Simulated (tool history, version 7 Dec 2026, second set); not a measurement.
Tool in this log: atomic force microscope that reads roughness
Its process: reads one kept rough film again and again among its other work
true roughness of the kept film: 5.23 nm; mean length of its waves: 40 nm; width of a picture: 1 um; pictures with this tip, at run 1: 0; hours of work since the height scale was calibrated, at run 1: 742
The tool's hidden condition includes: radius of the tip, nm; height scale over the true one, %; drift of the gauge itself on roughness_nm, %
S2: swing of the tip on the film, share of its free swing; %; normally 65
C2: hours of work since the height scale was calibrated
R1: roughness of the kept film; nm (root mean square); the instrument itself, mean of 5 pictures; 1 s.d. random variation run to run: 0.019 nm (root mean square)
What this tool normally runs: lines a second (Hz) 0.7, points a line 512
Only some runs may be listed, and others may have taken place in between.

{"run": 1, "hour": 0.0, "lines a second (Hz)": 0.7, "S2": 65, "points a line": 512, "pictures with this tip": 0, "C2": 742, "R1": 4.597}
{"run": 2, "hour": 36.9, "lines a second (Hz)": 0.7, "S2": 65, "points a line": 512, "pictures with this tip": 57, "C2": 768, "R1": 4.29}
{"run": 3, "hour": 66.8, "lines a second (Hz)": 0.7, "S2": 65, "points a line": 782, "pictures with this tip": 103, "C2": 790, "R1": 4.003}
{"hour": 95.0, "done": "new tip fitted"}
{"run": 4, "hour": 97.9, "lines a second (Hz)": 0.7, "S2": 65, "points a line": 782, "pictures with this tip": 5, "C2": 811, "R1": 4.567}
{"run": 5, "hour": 132.9, "lines a second (Hz)": 0.7, "S2": 63, "points a line": 512, "pictures with this tip": 59, "C2": 836, "R1": 4.288}
{"run": 6, "hour": 158.4, "lines a second (Hz)": 0.7, "S2": 63, "points a line": 512, "pictures with this tip": 98, "C2": 855, "R1": 4.114}
{"hour": 188.8, "done": "new tip fitted"}
{"run": 7, "hour": 193.0, "lines a second (Hz)": 0.7, "S2": 63, "points a line": 512, "pictures with this tip": 6, "C2": 879, "R1": 4.585}
{"run": 8, "hour": 222.7, "lines a second (Hz)": 0.7, "S2": 63, "points a line": 512, "pictures with this tip": 52, "C2": 900, "R1": 4.312}
{"run": 9, "hour": 259.6, "lines a second (Hz)": 0.7, "S2": 65, "points a line": 512, "pictures with this tip": 109, "C2": 926, "R1": 4.018}
{"run": 10, "hour": 280.5, "lines a second (Hz)": 0.7, "S2": 65, "points a line": 667, "pictures with this tip": 141, "C2": 941, "R1": 3.853}
{"hour": 284.8, "done": "new tip fitted"}
{"run": 11, "hour": 313.8, "lines a second (Hz)": 0.7, "S2": 65, "points a line": 667, "pictures with this tip": 45, "C2": 965, "R1": 4.361}
{"run": 12, "hour": 355.3, "lines a second (Hz)": 0.7, "S2": 65, "points a line": 667, "pictures with this tip": 109, "C2": 994, "R1": 4.065}
{"hour": 378.5, "done": "new tip fitted"}
{"run": 13, "hour": 397.3, "lines a second (Hz)": 0.7, "S2": 65, "points a line": 667, "pictures with this tip": 29, "C2": 1024, "R1": 4.415}
{"run": 14, "hour": 424.0, "lines a second (Hz)": 0.7, "S2": 65, "points a line": 667, "pictures with this tip": 71, "C2": 1043, "R1": 4.2}
{"run": 15, "hour": 450.9, "lines a second (Hz)": 0.7, "S2": 65, "points a line": 667, "pictures with this tip": 112, "C2": 1062, "R1": 4.021}
{"run": 16, "hour": 468.8, "lines a second (Hz)": 0.7, "S2": 65, "points a line": 774, "pictures with this tip": 140, "C2": 1075, "R1": 3.87}
{"hour": 474.8, "done": "new tip fitted"}
{"run": 17, "hour": 500.9, "lines a second (Hz)": 0.7, "S2": 65, "points a line": 774, "pictures with this tip": 41, "C2": 1098, "R1": 4.32}
{"run": 18, "hour": 534.4, "lines a second (Hz)": 0.7, "S2": 65, "points a line": 324, "pictures with this tip": 92, "C2": 1121, "R1": 4.045}
{"hour": 569.7, "done": "new tip fitted"}
{"run": 19, "hour": 572.6, "lines a second (Hz)": 0.7, "S2": 65, "points a line": 324, "pictures with this tip": 5, "C2": 1148, "R1": 4.541}
{"run": 20, "hour": 607.6, "lines a second (Hz)": 0.7, "S2": 65, "points a line": 324, "pictures with this tip": 59, "C2": 1173, "R1": 4.207}
{"run": 21, "hour": 635.5, "lines a second (Hz)": 1.046, "S2": 65, "points a line": 512, "pictures with this tip": 102, "C2": 1193, "R1": 3.978}
{"hour": 663.1, "done": "new tip fitted"}
{"run": 22, "hour": 663.1, "lines a second (Hz)": 1.046, "S2": 65, "points a line": 512, "pictures with this tip": 0, "C2": 1213, "R1": 4.551}
{"run": 23, "hour": 688.7, "lines a second (Hz)": 1.046, "S2": 65, "points a line": 512, "pictures with this tip": 39, "C2": 1231, "R1": 4.315}
{"run": 24, "hour": 706.1, "lines a second (Hz)": 0.7, "S2": 65, "points a line": 512, "pictures with this tip": 66, "C2": 1243, "R1": 4.215}
{"run": 25, "hour": 735.5, "lines a second (Hz)": 0.585, "S2": 71, "points a line": 424, "pictures with this tip": 112, "C2": 1264, "R1": 3.948}
{"hour": 758.9, "done": "new tip fitted"}
{"run": 26, "hour": 778.0, "lines a second (Hz)": 0.646, "S2": 60, "points a line": 464, "pictures with this tip": 30, "C2": 1294, "R1": 4.435}
{"run": 27, "hour": 803.5, "lines a second (Hz)": 0.646, "S2": 60, "points a line": 464, "pictures with this tip": 69, "C2": 1312, "R1": 4.25}
{"run": 28, "hour": 835.0, "lines a second (Hz)": 2.235, "S2": 65, "points a line": 479, "pictures with this tip": 118, "C2": 1335, "R1": 3.72}
{"hour": 853.9, "done": "new tip fitted"}
{"run": 29, "hour": 869.2, "lines a second (Hz)": 3.874, "S2": 61, "points a line": 512, "pictures with this tip": 24, "C2": 1359, "R1": 4.084}
{"run": 30, "hour": 895.1, "lines a second (Hz)": 3.837, "S2": 57, "points a line": 827, "pictures with this tip": 64, "C2": 1377, "R1": 3.992}

What does the tool deliver on the next run?
{"run": 31, "hour": 929.6, "lines a second (Hz)": 3.837, "S2": 57, "points a line": 827, "pictures with this tip": 117, "C2": 1402, "R1": "?"}

Logged for run 31: R1 3.73 nm (root mean square).
Take away the tool's hidden state, keep the run-to-run variation as it was, and the same run would have given R1 4.385 nm (root mean square).

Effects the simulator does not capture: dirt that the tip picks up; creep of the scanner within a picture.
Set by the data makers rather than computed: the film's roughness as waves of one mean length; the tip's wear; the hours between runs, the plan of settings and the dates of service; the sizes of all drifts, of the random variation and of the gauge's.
